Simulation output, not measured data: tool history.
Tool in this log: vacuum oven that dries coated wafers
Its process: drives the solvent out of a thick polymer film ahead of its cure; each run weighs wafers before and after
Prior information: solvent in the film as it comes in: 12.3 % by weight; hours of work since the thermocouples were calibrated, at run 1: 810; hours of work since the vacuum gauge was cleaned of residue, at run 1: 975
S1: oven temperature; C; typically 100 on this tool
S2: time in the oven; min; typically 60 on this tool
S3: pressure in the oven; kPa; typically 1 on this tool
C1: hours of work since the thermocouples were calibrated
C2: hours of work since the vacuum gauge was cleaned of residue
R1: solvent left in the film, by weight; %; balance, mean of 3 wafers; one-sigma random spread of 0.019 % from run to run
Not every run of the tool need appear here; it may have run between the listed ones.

| run | hour | S1 | S2 | S3 | C1 | C2 | R1 |
|---|---|---|---|---|---|---|---|
| 1 | 0 | 100 | 60 | 1 | 810 | 975 | 1.1 |
| 2 | 28.7 | 100 | 60 | 1 | 822 | 987 | 1.09 |
| 3 | 53.9 | 100 | 60 | 1 | 832 | 997 | 1.12 |
| 4 | 79.5 | 100 | 60 | 1 | 843 | 1008 | 1.11 |
| 5 | 110.1 | 100 | 60 | 1 | 856 | 1021 | 1.11 |
| 6 | 159.4 | 100 | 60 | 1 | 876 | 1041 | 1.11 |
| 7 | 204.4 | 100 | 60 | 1 | 895 | 1060 | 1.14 |
| 8 | 251.7 | 100 | 60 | 1 | 915 | 1080 | 1.1 |
| 9 | 284 | 100 | 60 | 1 | 929 | 1094 | 1.14 |
| 10 | 321.3 | 100 | 60 | 1 | 944 | 1109 | 1.14 |
| 11 | 357.7 | 100 | 60 | 1 | 960 | 1124 | 1.14 |
| 12 | 393.6 | 100 | 53 | 1 | 975 | 1140 | 1.42 |
| 13 | 431 | 100 | 60 | 1 | 990 | 1155 | 1.14 |
| 14 | 472.3 | 100 | 45 | 1 | 1008 | 1172 | 1.81 |
| 15 | 519.2 | 100 | 60 | 3.94 | 1027 | 1192 | 1.98 |
| 16 | 559 | 100 | 81 | 1 | 1044 | 1209 | 0.73 |
| 17 | 617.3 | 100 | 58 | 1 | 1068 | 1233 | 1.25 |
| 18 | 645 | 100 | 58 | 1 | 1080 | 1245 | 1.24 |
| 19 | 685 | 100 | 58 | 1 | 1097 | 1262 | 1.24 |
| 20 | 740.6 | 100 | 58 | 1 | 1120 | 1285 | 1.24 |
| 21 | 777.8 | 100 | 60 | 1 | 1136 | 1300 | 1.16 |
|  | 803.6 | vacuum gauge cleaned of residue and calibrated |
| 22 | 806.5 | 100 | 60 | 0.66 | 1147 | 1 | 0.98 |
| 23 | 832.1 | 103 | 60 | 1 | 1158 | 12 | 0.87 |
| 24 | 885.8 | 103 | 60 | 1 | 1180 | 34 | 0.84 |
| 25 | 930.7 | 90 | 66 | 1.1 | 1199 | 53 | 1.94 |
| 26 | 968.6 | 110 | 30 | 1.21 | 1215 | 69 | 1.89 |
| 27 | 997.5 | 110 | 30 | 1.21 | 1227 | 81 | 1.86 |
| 28 | 1055.9 | 93 | 60 | 1 | 1251 | 106 | 1.85 |
| 29 | 1097.3 | 86 | 57 | 1 | 1269 | 123 | 2.95 |
| 30 | 1137.8 | 86 | 57 | 1 | 1286 | 140 | 2.92 |
| 31 | 1186.3 | 101 | 106 | 1.96 | 1306 | 160 | 0.69 |
| 32 | 1229.1 | 103 | 66 | 1.96 | 1324 | 178 | 1.02 |
| 33 | 1284.9 | 103 | 66 | 1.96 | 1347 | 202 | 1.03 |
| 34 | 1333.4 | 100 | 103 | 0.91 | 1368 | 222 | 0.44 |
| 35 | 1358.9 | 102 | 39 | 0.86 | 1378 | 233 | 2.02 |
| 36 | 1415.7 | 102 | 39 | 0.86 | 1402 | 256 | 1.97 |
| 37 | 1473.4 | 100 | 59 | 2.7 | 1426 | 281 | 1.69 |
| 38 | 1529 | 94 | 34 | 0.59 | 1450 | 304 | 3.45 |
|  | 1575.2 | oven's thermocouples calibrated |
| 39 | 1585 | 94 | 34 | 0.59 | 4 | 327 | 3.03 |
| 40 | 1615.3 | 94 | 47 | 1.95 | 17 | 339 | 2.4 |
| 41 | 1654.8 | 100 | 83 | 1 | 33 | 356 | 0.55 |
| 42 | 1707.7 | 100 | 83 | 1 | 56 | 378 | 0.51 |
| 43 | 1761.9 | 100 | 87 | 0.79 | 78 | 401 | 0.43 |
| 44 | 1816 | 100 | 87 | 0.79 | 101 | 423 | 0.48 |
| 45 | 1847.2 | 100 | 104 | 1 | 114 | 436 | 0.37 |
| 46 | 1888.1 | 112 | 57 | 3.76 | 131 | 454 | 0.91 |

Forecast run 47:
| 47 | 1920.5 | 106 | 60 | 2.2 | 145 | 467 | ? |

R1: 0.86 %
Minus the tool's unlogged condition, the same run would have read R1 0.84 %.
